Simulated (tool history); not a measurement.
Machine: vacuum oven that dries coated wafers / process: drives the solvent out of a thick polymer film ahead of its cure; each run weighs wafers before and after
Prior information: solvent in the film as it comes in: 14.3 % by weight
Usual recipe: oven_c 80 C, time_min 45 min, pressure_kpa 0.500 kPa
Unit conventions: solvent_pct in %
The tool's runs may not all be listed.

{"run": 1, "day": 0.0, "oven_c": 80, "time_min": 45, "pressure_kpa": 0.5, "solvent_pct": 0.47}
{"run": 2, "day": 0.55, "oven_c": 80, "time_min": 26, "pressure_kpa": 0.5, "solvent_pct": 1.5}
{"run": 3, "day": 1.021, "oven_c": 80, "time_min": 69, "pressure_kpa": 0.5, "solvent_pct": 0.4}
{"run": 4, "day": 1.658, "oven_c": 80, "time_min": 69, "pressure_kpa": 0.5, "solvent_pct": 0.35}
{"run": 5, "day": 2.512, "oven_c": 80, "time_min": 69, "pressure_kpa": 0.5, "solvent_pct": 0.24}
{"run": 6, "day": 3.129, "oven_c": 80, "time_min": 73, "pressure_kpa": 0.5, "solvent_pct": 0.28}
{"run": 7, "day": 3.712, "oven_c": 80, "time_min": 52, "pressure_kpa": 0.5, "solvent_pct": 0.46}
{"run": 8, "day": 4.583, "oven_c": 80, "time_min": 52, "pressure_kpa": 0.5, "solvent_pct": 0.38}
{"run": 9, "day": 5.575, "oven_c": 80, "time_min": 52, "pressure_kpa": 0.5, "solvent_pct": 0.42}
{"run": 10, "day": 6.042, "oven_c": 80, "time_min": 52, "pressure_kpa": 0.5, "solvent_pct": 0.39}
{"run": 11, "day": 6.496, "oven_c": 80, "time_min": 59, "pressure_kpa": 0.5, "solvent_pct": 0.43}
{"run": 12, "day": 6.933, "oven_c": 80, "time_min": 59, "pressure_kpa": 0.5, "solvent_pct": 0.42}
{"run": 13, "day": 7.738, "oven_c": 80, "time_min": 59, "pressure_kpa": 0.702, "solvent_pct": 0.53}
{"run": 14, "day": 8.538, "oven_c": 80, "time_min": 45, "pressure_kpa": 0.5, "solvent_pct": 0.56}
{"run": 15, "day": 8.992, "oven_c": 80, "time_min": 45, "pressure_kpa": 1.846, "solvent_pct": 1.29}
{"run": 16, "day": 9.733, "oven_c": 80, "time_min": 45, "pressure_kpa": 1.846, "solvent_pct": 1.31}
{"run": 17, "day": 10.488, "oven_c": 80, "time_min": 45, "pressure_kpa": 1.846, "solvent_pct": 1.29}
{"day": 10.892, "done": "oven's thermocouples calibrated"}
{"run": 18, "day": 11.204, "oven_c": 80, "time_min": 45, "pressure_kpa": 1.102, "solvent_pct": 0.88}
{"run": 19, "day": 11.846, "oven_c": 80, "time_min": 45, "pressure_kpa": 0.5, "solvent_pct": 0.37}
{"run": 20, "day": 12.429, "oven_c": 80, "time_min": 45, "pressure_kpa": 0.5, "solvent_pct": 0.45}
{"run": 21, "day": 13.292, "oven_c": 80, "time_min": 45, "pressure_kpa": 0.5, "solvent_pct": 0.51}
{"run": 22, "day": 13.95, "oven_c": 80, "time_min": 45, "pressure_kpa": 0.5, "solvent_pct": 0.49}
{"run": 23, "day": 14.538, "oven_c": 80, "time_min": 45, "pressure_kpa": 0.5, "solvent_pct": 0.38}
{"run": 24, "day": 15.375, "oven_c": 91, "time_min": 45, "pressure_kpa": 0.5, "solvent_pct": 0.21}
{"run": 25, "day": 16.042, "oven_c": 91, "time_min": 43, "pressure_kpa": 1.635, "solvent_pct": 0.52}
{"day": 16.354, "done": "oven's thermocouples calibrated, once more"}
{"run": 26, "day": 16.788, "oven_c": 91, "time_min": 43, "pressure_kpa": 1.635, "solvent_pct": 0.73}
{"run": 27, "day": 17.75, "oven_c": 73, "time_min": 74, "pressure_kpa": 0.5, "solvent_pct": 0.82}
{"run": 28, "day": 18.475, "oven_c": 73, "time_min": 74, "pressure_kpa": 0.5, "solvent_pct": 0.83}
{"run": 29, "day": 19.088, "oven_c": 76, "time_min": 65, "pressure_kpa": 0.988, "solvent_pct": 0.98}
{"run": 30, "day": 19.504, "oven_c": 76, "time_min": 65, "pressure_kpa": 0.988, "solvent_pct": 1.02}
{"run": 31, "day": 20.446, "oven_c": 80, "time_min": 45, "pressure_kpa": 1.757, "solvent_pct": 1.34}
{"run": 32, "day": 20.879, "oven_c": 85, "time_min": 61, "pressure_kpa": 0.795, "solvent_pct": 0.37}
{"run": 33, "day": 21.542, "oven_c": 85, "time_min": 57, "pressure_kpa": 0.278, "solvent_pct": 0.16}
{"run": 34, "day": 22.1, "oven_c": 81, "time_min": 57, "pressure_kpa": 1.613, "solvent_pct": 1.02}
{"run": 35, "day": 23.012, "oven_c": 81, "time_min": 57, "pressure_kpa": 1.613, "solvent_pct": 1.06}
{"run": 36, "day": 23.438, "oven_c": 81, "time_min": 55, "pressure_kpa": 1.613, "solvent_pct": 1.1}
{"run": 37, "day": 24.338, "oven_c": 86, "time_min": 45, "pressure_kpa": 0.5, "solvent_pct": 0.32}
{"run": 38, "day": 24.788, "oven_c": 66, "time_min": 80, "pressure_kpa": 1.787, "solvent_pct": 3.24}
{"run": 39, "day": 25.4, "oven_c": 86, "time_min": 45, "pressure_kpa": 1.741, "solvent_pct": 1.01}
{"run": 40, "day": 26.012, "oven_c": 76, "time_min": 45, "pressure_kpa": 0.736, "solvent_pct": 1.47}
{"run": 41, "day": 26.833, "oven_c": 76, "time_min": 45, "pressure_kpa": 0.736, "solvent_pct": 1.43}
{"run": 42, "day": 27.625, "oven_c": 86, "time_min": 46, "pressure_kpa": 0.5, "solvent_pct": 0.33}
{"run": 43, "day": 28.067, "oven_c": 80, "time_min": 46, "pressure_kpa": 0.693, "solvent_pct": 0.8}
{"run": 44, "day": 28.671, "oven_c": 88, "time_min": 46, "pressure_kpa": 1.111, "solvent_pct": 0.54}
{"run": 45, "day": 29.338, "oven_c": 81, "time_min": 34, "pressure_kpa": 1.679, "solvent_pct": 1.61}
{"run": 46, "day": 30.033, "oven_c": 77, "time_min": 57, "pressure_kpa": 0.367, "solvent_pct": 0.65}

Run by run, hidden condition taken away, random variation retained:
What the log doesn't record here: true wafer temperature over the reading, C; true pressure over the reading, kPa; drift of the gauge itself on solvent_pct, %.
run=1 solvent_pct=0.63
run=2 solvent_pct=1.89
run=3 solvent_pct=0.44
run=4 solvent_pct=0.39
run=5 solvent_pct=0.28
run=6 solvent_pct=0.31
run=7 solvent_pct=0.56
run=8 solvent_pct=0.48
run=9 solvent_pct=0.52
run=10 solvent_pct=0.49
run=11 solvent_pct=0.49
run=12 solvent_pct=0.49
run=13 solvent_pct=0.60
run=14 solvent_pct=0.70
run=15 solvent_pct=1.49
run=16 solvent_pct=1.50
run=17 solvent_pct=1.49
run=18 solvent_pct=1.13
run=19 solvent_pct=0.58
run=20 solvent_pct=0.67
run=21 solvent_pct=0.72
run=22 solvent_pct=0.71
run=23 solvent_pct=0.59
run=24 solvent_pct=0.21
run=25 solvent_pct=0.56
run=26 solvent_pct=0.71
run=27 solvent_pct=0.80
run=28 solvent_pct=0.81
run=29 solvent_pct=0.96
run=30 solvent_pct=1.01
run=31 solvent_pct=1.34
run=32 solvent_pct=0.33
run=33 solvent_pct=0.11
run=34 solvent_pct=1.00
run=35 solvent_pct=1.04
run=36 solvent_pct=1.08
run=37 solvent_pct=0.28
run=38 solvent_pct=3.29
run=39 solvent_pct=0.98
run=40 solvent_pct=1.49
run=41 solvent_pct=1.46
run=42 solvent_pct=0.29
run=43 solvent_pct=0.79
run=44 solvent_pct=0.49
run=45 solvent_pct=1.64
run=46 solvent_pct=0.63

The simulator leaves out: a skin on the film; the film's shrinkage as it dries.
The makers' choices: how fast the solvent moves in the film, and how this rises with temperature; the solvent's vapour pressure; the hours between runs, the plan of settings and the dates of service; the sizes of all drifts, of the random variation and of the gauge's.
